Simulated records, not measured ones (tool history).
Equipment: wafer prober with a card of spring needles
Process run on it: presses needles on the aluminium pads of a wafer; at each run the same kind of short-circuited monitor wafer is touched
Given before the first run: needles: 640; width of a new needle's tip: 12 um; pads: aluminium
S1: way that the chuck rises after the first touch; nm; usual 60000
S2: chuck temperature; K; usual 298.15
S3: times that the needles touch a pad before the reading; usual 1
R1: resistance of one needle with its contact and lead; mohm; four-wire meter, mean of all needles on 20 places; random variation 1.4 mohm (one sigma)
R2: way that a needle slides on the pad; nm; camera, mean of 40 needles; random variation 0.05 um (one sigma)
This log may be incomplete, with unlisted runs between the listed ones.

run   hour     S1      S2  S3   R1     R2
  1      0  60000  298.15   1  210  11260
       5.5  -- tips cleaned on abrasive film
       6.9  -- height of the first contact set anew
      15.6  -- tips cleaned on abrasive film
  2   16.8  60000  298.15   3  139  11770
      25.3  -- tips cleaned on abrasive film
  3   31.5  60000  298.15   3  171  11730
      35.2  -- tips cleaned on abrasive film
  4   39.6  60000  298.15   3  157  11680
      46.1  -- tips cleaned on abrasive film
  5   51.8  60000  298.15   1  245  11790
      56.3  -- tips cleaned on abrasive film
      66.5  -- tips cleaned on abrasive film
  6   67.7  60000  298.15   1  177  11620
        77  -- tips cleaned on abrasive film
      78.7  -- tips cleaned on abrasive film, once more
  7     85  60000  298.15   1  246  11700
      88.3  -- tips cleaned on abrasive film
  8   94.3  60000  298.15   1  251  11660
      98.7  -- tips cleaned on abrasive film
     108.6  -- tips cleaned on abrasive film
  9  109.8  60000  298.15   1  175  11660
     118.3  -- tips cleaned on abrasive film
     127.9  -- tips cleaned on abrasive film
 10  127.9  60000  298.15   1  133  11590
       138  -- tips cleaned on abrasive film
 11  145.4  60000  298.15   1  267  11570
     147.9  -- tips cleaned on abrasive film
     157.3  -- tips cleaned on abrasive film
 12  163.3  60000  298.15   1  262  11590
     167.5  -- tips cleaned on abrasive film
 13  176.2  60000  298.15   1  280  11480
     177.7  -- tips cleaned on abrasive film
     188.4  -- tips cleaned on abrasive film
 14  193.7  60000  298.15   1  252  11490
     198.8  -- tips cleaned on abrasive film
 15  206.5  60000  298.15   1  279  11380
     209.3  -- tips cleaned on abrasive film
 16  214.9  60000  298.15   1  262  11500
     219.6  -- tips cleaned on abrasive film
 17  225.4  75000  392.15   2  182  14350
     229.4  -- tips cleaned on abrasive film
     240.3  -- tips cleaned on abrasive film
 18  242.1  69000  337.15   2  159  13090
     249.8  -- tips cleaned on abrasive film
 19  251.5  69000  337.15   2  158  13160
 20  258.9  71000  317.15   2  198  13650
     260.1  -- tips cleaned on abrasive film
     270.3  -- tips cleaned on abrasive film
 21  271.6  43000  298.15   2  201   8090
     280.6  -- tips cleaned on abrasive film
 22  287.4  63000  368.15   2  214  11900
     290.5  -- tips cleaned on abrasive film
     301.1  -- tips cleaned on abrasive film
 23    306  73000  298.15   2  174  13830
     310.6  -- tips cleaned on abrasive film
     321.3  -- tips cleaned on abrasive film
 24  322.6  73000  298.15   2  148  13820
     330.8  -- tips cleaned on abrasive film
 25  338.5  43000  354.15   2  323   7930
     341.5  -- tips cleaned on abrasive film
     351.1  -- tips cleaned on abrasive film
 26  352.8  43000  354.15   2  227   7850
     361.8  -- tips cleaned on abrasive film
     362.1  -- height of the first contact set anew
 27  370.9  43000  354.15   2  306   8460

5 ways to go on from here, each from the tool as it stands after run 27. What would each give?
     371.8  -- tips cleaned on abrasive film
     382.4  -- tips cleaned on abrasive film
  A  386.6  43000  354.15   3   ?   ?
     371.8  -- tips cleaned on abrasive film
     382.4  -- tips cleaned on abrasive film
  B  386.6  74000  387.15   1   ?   ?
     371.8  -- tips cleaned on abrasive film
     382.4  -- tips cleaned on abrasive film
  C  386.6  43000  305.15   2   ?   ?
     371.8  -- tips cleaned on abrasive film
     382.4  -- tips cleaned on abrasive film
  D  386.6  49000  354.15   2   ?   ?
     371.8  -- tips cleaned on abrasive film
     382.4  -- tips cleaned on abrasive film
  E  386.6  60000  393.15   1   ?   ?

run   R1     R2
  A  218   8350
  B  205  14460
  C  259   8470
  D  233   9600
  E  242  11780
Stripped of hidden state, with their random variation kept, the same runs would have yielded:
run   R1     R2
  A  139   8390
  B  131  14500
  C  128   8500
  D  134   9640
  E  137  11810
